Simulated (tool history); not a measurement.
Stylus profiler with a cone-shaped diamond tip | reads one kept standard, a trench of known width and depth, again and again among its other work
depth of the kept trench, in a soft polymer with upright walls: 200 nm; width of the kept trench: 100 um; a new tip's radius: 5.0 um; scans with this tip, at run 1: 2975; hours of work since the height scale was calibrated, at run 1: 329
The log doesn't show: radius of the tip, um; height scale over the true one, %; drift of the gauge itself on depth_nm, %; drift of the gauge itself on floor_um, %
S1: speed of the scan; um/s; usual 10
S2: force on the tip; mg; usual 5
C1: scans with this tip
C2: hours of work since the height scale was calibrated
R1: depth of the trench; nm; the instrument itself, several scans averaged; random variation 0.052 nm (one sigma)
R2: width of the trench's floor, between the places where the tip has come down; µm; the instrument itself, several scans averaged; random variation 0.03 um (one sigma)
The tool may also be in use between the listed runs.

run,hour,S1,S2,C1,C2,R1,R2
1,0,10,5,2975,329,202.54,97
2,38.3,16,5,3206,355,202.54,96.91
3,88.8,10,5,3510,388,202.43,96.92
4,156.9,10,6.84,3922,434,203.03,96.84
5,202.7,5,6.84,4198,464,203,96.87
6,239.4,10,5.77,4419,489,202.62,96.78
7,276.9,10,5.77,4645,514,202.63,96.73
8,333.6,27,5,4988,552,202.34,96.74
9,417.9,27,5,5496,608,202.28,96.65
10,502.9,27,5,6009,665,202.23,96.63
11,553.6,10,5,6315,699,202.14,96.59
12,601,10,5,6601,730,202.23,96.57
13,662.2,10,5,6970,771,202.2,96.53
14,722.2,10,5,7332,811,202.17,96.53
15,799.9,10,5,7800,863,202.06,96.42
# hour 807.3: height scale calibrated on a step standard
16,836,10,5,8015,19,201.77,96.47
17,888.1,10,5,8330,54,201.91,96.43
18,955.7,10,10.65,8737,99,203.54,96.32
19,1039.1,10,8.92,9240,155,203.12,96.24
20,1084.8,10,8.92,9516,185,202.9,96.28
# hour 1124.5: height scale calibrated on a step standard, once more
21,1133.5,10,8.92,9807,6,203.74,96.27
22,1188.9,9,8.92,10141,43,203.78,96.27
23,1259.7,9,8.92,10569,90,203.63,96.14
24,1322.6,9,8.92,10948,132,203.68,96.19
25,1378.3,9,8.92,11284,169,203.66,96.14
26,1452.4,9,8.92,11731,219,203.64,96.09
27,1506.1,9,8.92,12055,255,203.81,96.07
28,1592.3,5,7.32,12575,312,203.2,96.01
29,1636.6,23,5.15,12842,342,202.45,96
30,1719.3,13,12.86,13341,397,204.7,95.96
31,1791.5,36,3.26,13776,445,201.71,95.88
32,1830.2,36,3.26,14010,471,201.59,95.88
33,1892.3,36,3.26,14385,512,201.69,95.82
34,1940.7,2,3.33,14677,545,201.62,95.9
35,1977,2,3.33,14896,569,201.62,95.88
36,2013.6,18,3.33,15117,593,201.55,95.84
37,2081.1,18,3.33,15524,638,201.62,95.81
38,2139.7,18,3.33,15877,678,201.58,95.77
39,2210.5,10,6.56,16304,725,202.73,95.79
40,2275.4,8,10.68,16696,768,203.79,95.74
41,2313,10,4.91,16923,793,202.16,95.68

Run 42 comes next. What will it give?
42,2357.5,10,4.91,17191,823,?,?

Run 42 gave R1 202.11 nm, R2 95.6 µm.
Without the tool's hidden state the same run would have given R1 202.61 nm, R2 97.12 µm.

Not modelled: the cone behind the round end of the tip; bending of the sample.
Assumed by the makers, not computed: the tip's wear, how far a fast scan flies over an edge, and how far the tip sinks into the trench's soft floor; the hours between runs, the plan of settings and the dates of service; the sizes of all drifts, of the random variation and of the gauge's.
